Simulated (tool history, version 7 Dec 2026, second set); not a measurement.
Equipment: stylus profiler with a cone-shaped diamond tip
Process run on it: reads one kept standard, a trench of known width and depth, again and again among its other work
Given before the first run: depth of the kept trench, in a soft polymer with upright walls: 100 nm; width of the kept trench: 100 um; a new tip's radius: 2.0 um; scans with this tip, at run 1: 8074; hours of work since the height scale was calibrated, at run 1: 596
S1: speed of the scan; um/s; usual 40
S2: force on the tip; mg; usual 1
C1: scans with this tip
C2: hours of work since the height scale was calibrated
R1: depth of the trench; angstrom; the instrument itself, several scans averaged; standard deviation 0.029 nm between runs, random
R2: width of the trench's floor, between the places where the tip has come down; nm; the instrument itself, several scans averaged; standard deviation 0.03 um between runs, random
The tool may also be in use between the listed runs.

run      day   S1    S2     C1    C2      R1     R2
  1        0   40     1   8074   596    1002  97950
  2     2.75  147     1   8755   646  1001.8  97070
  3    6.208   64     1   9612   709  1001.9  97760
  4    9.146   64     1  10340   763  1001.1  97700
  5   13.767   64     1  11484   848  1001.8  97580
  6   17.442   64     1  12395   915  1001.6  97560
  7   22.058   40   0.7  13539   999  1000.5  97690
  8   27.421   40   0.7  14867  1097  1000.6  97630
  9   32.242   40   0.7  16062  1185  1000.6  97580
      33.379  -- new tip fitted, height scale calibrated
 10   36.504   40   0.7    774    57  1001.4  98300
 11   42.221   40  0.61   2190   162  1001.6  98240
 12   46.533   40  0.61   3258   241  1001.5  98150
 13   49.092   40     1   3892   287  1002.1  98220
 14   53.412   32  0.65   4962   366  1001.1  98110
 15   57.371   52  2.19   5944   439    1004  98130
 16   62.667   40  1.27   7255   535    1002  98010
 17   66.208   99  1.54   8133   600  1002.4  97620
 18   71.471   99  1.54   9437   697    1002  97550
 19   77.529  136  0.99  10937   807  1001.1  96960
 20   82.621   23  0.55  12199   900   999.8  97850
 21     85.8   55  0.68  12986   958  1000.4  97500
 22   90.446   55  0.68  14137  1043  1000.1  97410
 23   94.246   55  0.68  15079  1113  1000.3  97460
 24   97.829   53  0.34  15967  1178   998.9  97190
      99.346  -- new tip fitted, height scale calibrated
 25  103.962  104  1.87   1144    84  1004.4  97990
 26  109.417   75  0.49   2496   184  1000.4  97730

Forecast each of these 4 alternatives for the next run:
  A  115.138  24  0.35  3912  289   ?   ?
  B  115.138  98  0.41  3912  289   ?   ?
  C  115.138  87  2.23  3912  289   ?   ?
  D  115.138  36     1  3912  289   ?   ?

run      R1     R2
  A  1000.7  98150
  B  1001.5  97190
  C  1004.8  97990
  D  1002.1  98140
What these runs would have given with no unlogged condition in the tool:
run      R1     R2
  A  1001.4  98380
  B  1002.3  97420
  C  1005.5  98220
  D  1002.8  98370
